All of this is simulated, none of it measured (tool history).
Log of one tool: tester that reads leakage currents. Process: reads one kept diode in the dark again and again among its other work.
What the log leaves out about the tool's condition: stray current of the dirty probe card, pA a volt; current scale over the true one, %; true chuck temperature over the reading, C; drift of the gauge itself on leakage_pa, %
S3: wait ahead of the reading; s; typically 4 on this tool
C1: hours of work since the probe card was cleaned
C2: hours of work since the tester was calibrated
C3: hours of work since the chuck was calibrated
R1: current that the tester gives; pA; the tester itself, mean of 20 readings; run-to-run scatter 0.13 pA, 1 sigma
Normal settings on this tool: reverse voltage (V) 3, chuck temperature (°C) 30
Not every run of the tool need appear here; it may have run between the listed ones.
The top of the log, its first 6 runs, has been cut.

Run 7, hour 255: usual settings but S3 9.28 s; C1 1201; C2 1891; C3 252. Result: R1 43.7 pA.
Run 8, hour 316.1: usual settings but S3 9.28 s; C1 1243; C2 1934; C3 294. Result: R1 43.91 pA.
Run 9, hour 356.5: usual settings but reverse voltage (V) 17.93, S3 9.28 s; C1 1271; C2 1962; C3 322. Result: R1 133.56 pA.
Run 10, hour 389.2: usual settings but S3 0.62 s; C1 1294; C2 1984; C3 345. Result: R1 45.32 pA.
Run 11, hour 455.3: usual settings but S3 0.62 s; C1 1339; C2 2030; C3 390. Result: R1 45.36 pA.
Run 12, hour 504.2: usual settings but S3 0.62 s; C1 1373; C2 2064; C3 424. Result: R1 45.34 pA.
Run 13, hour 566.5: usual settings but S3 0.62 s; C1 1416; C2 2107; C3 467. Result: R1 45.55 pA.
Run 14, hour 612.9: usual settings but S3 0.62 s; C1 1449; C2 2139; C3 500. Result: R1 45.59 pA.
Run 15, hour 639.6: usual settings but S3 0.62 s; C1 1467; C2 2158; C3 518. Result: R1 45.61 pA.
Run 16, hour 705.1: usual settings but S3 0.47 s; C1 1512; C2 2203; C3 563. Result: R1 46.06 pA.
Run 17, hour 764: usual settings but S3 0.47 s; C1 1553; C2 2244; C3 604. Result: R1 46.28 pA.
Run 18, hour 809.3: usual settings but S3 0.47 s; C1 1585; C2 2275; C3 636. Result: R1 45.85 pA.
Run 19, hour 860.7: usual settings but S3 0.47 s; C1 1620; C2 2311; C3 671. Result: R1 46.14 pA.
Run 20, hour 921: usual settings but chuck temperature (°C) 40; C1 1662; C2 2353; C3 713. Result: R1 86.25 pA.
Run 21, hour 969.5: usual settings but chuck temperature (°C) 40; C1 1696; C2 2386; C3 747. Result: R1 86.87 pA.
Run 22, hour 1027: usual settings but chuck temperature (°C) 40; C1 1735; C2 2426; C3 786. Result: R1 86.79 pA.
Run 23, hour 1087.9: usual settings but chuck temperature (°C) 39, S3 5.38 s; C1 1778; C2 2468; C3 829. Result: R1 80.78 pA.
Run 24, hour 1131.5: usual settings but reverse voltage (V) 2.3, chuck temperature (°C) 52, S3 1.28 s; C1 1808; C2 2498; C3 859. Result: R1 160.14 pA.
Run 25, hour 1177: usual settings but reverse voltage (V) 2.3, chuck temperature (°C) 52, S3 1.28 s; C1 1839; C2 2530; C3 890. Result: R1 159.91 pA.

Run 26 has not been measured yet. What should we expect?
Run 26, hour 1210.4: usual settings but S3 2.03 s; C1 1862; C2 2553; C3 913. Result: R1 ?.

{"run 26": {"R1": 44.73}}
The same run, on a tool lacking any hidden state, would have yielded R1 41.52 pA.

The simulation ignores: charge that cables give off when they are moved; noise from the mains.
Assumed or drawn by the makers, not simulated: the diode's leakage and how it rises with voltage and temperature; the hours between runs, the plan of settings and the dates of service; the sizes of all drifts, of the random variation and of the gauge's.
